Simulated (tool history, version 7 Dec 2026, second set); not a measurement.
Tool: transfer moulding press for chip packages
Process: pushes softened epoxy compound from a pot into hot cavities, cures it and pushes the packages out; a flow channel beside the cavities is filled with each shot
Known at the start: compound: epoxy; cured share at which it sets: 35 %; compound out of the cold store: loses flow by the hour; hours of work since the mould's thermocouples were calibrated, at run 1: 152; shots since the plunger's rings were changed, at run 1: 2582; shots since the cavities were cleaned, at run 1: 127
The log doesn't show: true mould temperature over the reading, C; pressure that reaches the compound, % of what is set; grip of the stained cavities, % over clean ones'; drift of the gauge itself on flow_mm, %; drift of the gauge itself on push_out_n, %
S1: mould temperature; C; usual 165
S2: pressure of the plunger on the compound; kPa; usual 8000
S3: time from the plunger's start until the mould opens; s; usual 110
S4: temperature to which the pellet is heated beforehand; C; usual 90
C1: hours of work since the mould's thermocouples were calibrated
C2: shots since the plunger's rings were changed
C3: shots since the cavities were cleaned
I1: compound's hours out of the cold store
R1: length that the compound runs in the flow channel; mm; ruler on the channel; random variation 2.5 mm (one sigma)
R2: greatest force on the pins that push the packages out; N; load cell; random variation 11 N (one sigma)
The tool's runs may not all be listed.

Run 1, hour 0.0: usual settings; C1 152; C2 2582; C3 127; I1 44.2. Result: R1 850 mm, R2 597 N.
Run 2, hour 9.4: usual settings but S2 6560 kPa; C1 159; C2 2713; C3 258; I1 12.3. Result: R1 900 mm, R2 725 N.
Run 3, hour 16.1: usual settings but S2 8270 kPa; C1 164; C2 2807; C3 352; I1 36.6. Result: R1 894 mm, R2 725 N.
At hour 21.9: plunger's sealing rings changed.
Run 4, hour 25.5: usual settings but S2 8270 kPa; C1 169; C2 50; C3 449; I1 47.6. Result: R1 881 mm, R2 757 N.
Run 5, hour 32.7: usual settings but S2 7530 kPa; C1 175; C2 151; C3 550; I1 27.5. Result: R1 925 mm, R2 828 N.
Run 6, hour 42.8: usual settings; C1 183; C2 292; C3 691; I1 17.0. Result: R1 1003 mm, R2 923 N.
Run 7, hour 52.0: usual settings; C1 190; C2 422; C3 821; I1 10.0. Result: R1 1039 mm, R2 921 N.
At hour 58.3: cavities cleaned with cleaning compound and waxed.
Run 8, hour 60.1: usual settings but S2 8160 kPa; C1 195; C2 514; C3 25; I1 17.2. Result: R1 1008 mm, R2 555 N.
Run 9, hour 70.0: usual settings but S2 8160 kPa; C1 202; C2 652; C3 163; I1 26.2. Result: R1 969 mm, R2 617 N.
Run 10, hour 75.1: usual settings but S1 172 C, S2 9670 kPa, S3 104 s, S4 92 C; C1 206; C2 725; C3 236; I1 30.5. Result: R1 1001 mm, R2 529 N.
Run 11, hour 82.6: usual settings but S1 167 C, S2 7840 kPa, S3 124 s; C1 212; C2 830; C3 341; I1 22.6. Result: R1 955 mm, R2 595 N.
Run 12, hour 92.3: usual settings but S1 167 C, S2 7840 kPa, S3 124 s; C1 219; C2 965; C3 476; I1 30.4. Result: R1 918 mm, R2 632 N.
Run 13, hour 101.8: usual settings but S1 167 C, S2 7840 kPa, S3 124 s; C1 226; C2 1099; C3 610; I1 23.2. Result: R1 947 mm, R2 673 N.
Run 14, hour 108.3: usual settings but S1 167 C, S2 7840 kPa, S3 124 s; C1 231; C2 1190; C3 701; I1 30.9. Result: R1 914 mm, R2 698 N.
Run 15, hour 113.1: usual settings but S1 167 C, S2 7840 kPa, S3 124 s; C1 235; C2 1257; C3 768; I1 14.1. Result: R1 989 mm, R2 715 N.
Run 16, hour 119.2: usual settings but S1 162 C, S2 8040 kPa, S3 113 s, S4 92 C; C1 240; C2 1343; C3 854; I1 32.5. Result: R1 923 mm, R2 1036 N.
At hour 123.1: cavities cleaned with cleaning compound and waxed.
Run 17, hour 129.3: usual settings but S1 162 C, S2 8040 kPa, S3 113 s, S4 92 C; C1 246; C2 1463; C3 86; I1 48.0. Result: R1 858 mm, R2 643 N.
Run 18, hour 135.1: usual settings but S1 162 C, S2 8040 kPa, S3 113 s, S4 92 C; C1 251; C2 1544; C3 167; I1 31.9. Result: R1 930 mm, R2 723 N.

Hidden state or all else? Some run-to-run changes of R1, split into what the settings, what came in and random variation would give without the hidden state, and what is left for the hidden state (with any gauge scatter that isn't in both results):
Run 3 -> 4: plunger's sealing rings changed. R1 -13 mm: hidden state +35, all else -48.
Run 5 -> 6: S2 7530 -> 8000. R1 +78 mm: hidden state -2, all else +80.

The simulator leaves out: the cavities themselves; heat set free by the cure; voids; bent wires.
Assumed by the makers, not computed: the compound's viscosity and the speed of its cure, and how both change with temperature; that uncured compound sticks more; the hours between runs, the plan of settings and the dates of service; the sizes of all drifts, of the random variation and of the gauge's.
